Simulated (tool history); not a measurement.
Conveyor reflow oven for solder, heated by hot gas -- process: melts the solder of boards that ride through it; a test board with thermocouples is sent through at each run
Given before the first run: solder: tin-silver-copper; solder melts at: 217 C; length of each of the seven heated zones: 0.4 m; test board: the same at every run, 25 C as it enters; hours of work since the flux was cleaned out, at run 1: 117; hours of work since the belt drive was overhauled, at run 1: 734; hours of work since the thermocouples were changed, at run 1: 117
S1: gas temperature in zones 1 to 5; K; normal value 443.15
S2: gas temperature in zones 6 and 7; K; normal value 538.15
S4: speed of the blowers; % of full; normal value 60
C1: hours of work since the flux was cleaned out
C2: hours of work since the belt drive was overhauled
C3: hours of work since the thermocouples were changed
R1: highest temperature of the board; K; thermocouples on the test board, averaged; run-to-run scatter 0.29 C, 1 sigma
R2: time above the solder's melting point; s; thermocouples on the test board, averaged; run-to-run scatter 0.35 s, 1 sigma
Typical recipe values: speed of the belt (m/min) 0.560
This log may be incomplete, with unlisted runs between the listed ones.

run 1 hour=0.0 | S1=443.15 S2=538.15 speed_of_the_belt_(m/min)=0.560 S4=60 | C1=117 C2=734 C3=117 | R1=522.15 R2=59.5
run 2 hour=13.5 | S1=443.15 S2=538.15 speed_of_the_belt_(m/min)=0.560 S4=60 | C1=126 C2=743 C3=126 | R1=522.45 R2=59.1
run 3 hour=38.6 | S1=443.15 S2=538.15 speed_of_the_belt_(m/min)=0.560 S4=60 | C1=142 C2=759 C3=142 | R1=522.05 R2=60.7
run 4 hour=55.5 | S1=443.15 S2=538.15 speed_of_the_belt_(m/min)=0.560 S4=60 | C1=152 C2=769 C3=152 | R1=521.95 R2=60.0
-- hour=61.3 belt drive overhauled, speed set with a stopwatch
run 5 hour=80.8 | S1=443.15 S2=538.15 speed_of_the_belt_(m/min)=0.560 S4=60 | C1=166 C2=12 C3=166 | R1=522.15 R2=60.0
run 6 hour=97.7 | S1=443.15 S2=538.15 speed_of_the_belt_(m/min)=0.560 S4=60 | C1=176 C2=23 C3=176 | R1=521.75 R2=59.6
run 7 hour=112.3 | S1=443.15 S2=538.15 speed_of_the_belt_(m/min)=0.560 S4=60 | C1=186 C2=32 C3=186 | R1=522.05 R2=60.0
run 8 hour=137.6 | S1=454.15 S2=538.15 speed_of_the_belt_(m/min)=0.619 S4=60 | C1=202 C2=48 C3=202 | R1=520.55 R2=56.4
run 9 hour=148.2 | S1=444.15 S2=547.15 speed_of_the_belt_(m/min)=0.560 S4=72 | C1=208 C2=55 C3=208 | R1=532.05 R2=68.7
run 10 hour=158.7 | S1=448.15 S2=528.15 speed_of_the_belt_(m/min)=0.529 S4=58 | C1=215 C2=61 C3=215 | R1=515.15 R2=59.3
run 11 hour=177.6 | S1=448.15 S2=528.15 speed_of_the_belt_(m/min)=0.529 S4=58 | C1=227 C2=73 C3=227 | R1=515.45 R2=59.3
run 12 hour=197.3 | S1=448.15 S2=528.15 speed_of_the_belt_(m/min)=0.529 S4=58 | C1=239 C2=86 C3=239 | R1=515.15 R2=58.7
run 13 hour=219.6 | S1=448.15 S2=528.15 speed_of_the_belt_(m/min)=0.529 S4=58 | C1=253 C2=100 C3=253 | R1=515.25 R2=58.6
run 14 hour=233.8 | S1=435.15 S2=550.15 speed_of_the_belt_(m/min)=0.450 S4=81 | C1=262 C2=109 C3=262 | R1=542.05 R2=91.1

Below are 4 alternative next runs, each starting from the tool's condition after run 14. Predict each:
run A hour=245.5 | S1=443.15 S2=538.15 speed_of_the_belt_(m/min)=0.560 S4=53 | C1=270 C2=116 C3=270 | R1=? R2=?
run B hour=245.5 | S1=453.15 S2=530.15 speed_of_the_belt_(m/min)=0.450 S4=81 | C1=270 C2=116 C3=270 | R1=? R2=?
run C hour=245.5 | S1=443.15 S2=538.15 speed_of_the_belt_(m/min)=0.648 S4=70 | C1=270 C2=116 C3=270 | R1=? R2=?
run D hour=245.5 | S1=448.15 S2=538.15 speed_of_the_belt_(m/min)=0.560 S4=60 | C1=270 C2=116 C3=270 | R1=? R2=?

run=A R1=520.45 R2=57.1
run=B R1=524.25 R2=85.8
run=C R1=519.25 R2=48.7
run=D R1=522.65 R2=62.5
The same runs, with their run-to-run variation unchanged, on a tool lacking any hidden condition would have given:
run=A R1=520.45 R2=57.2
run=B R1=524.25 R2=85.8
run=C R1=519.35 R2=48.8
run=D R1=522.65 R2=62.5

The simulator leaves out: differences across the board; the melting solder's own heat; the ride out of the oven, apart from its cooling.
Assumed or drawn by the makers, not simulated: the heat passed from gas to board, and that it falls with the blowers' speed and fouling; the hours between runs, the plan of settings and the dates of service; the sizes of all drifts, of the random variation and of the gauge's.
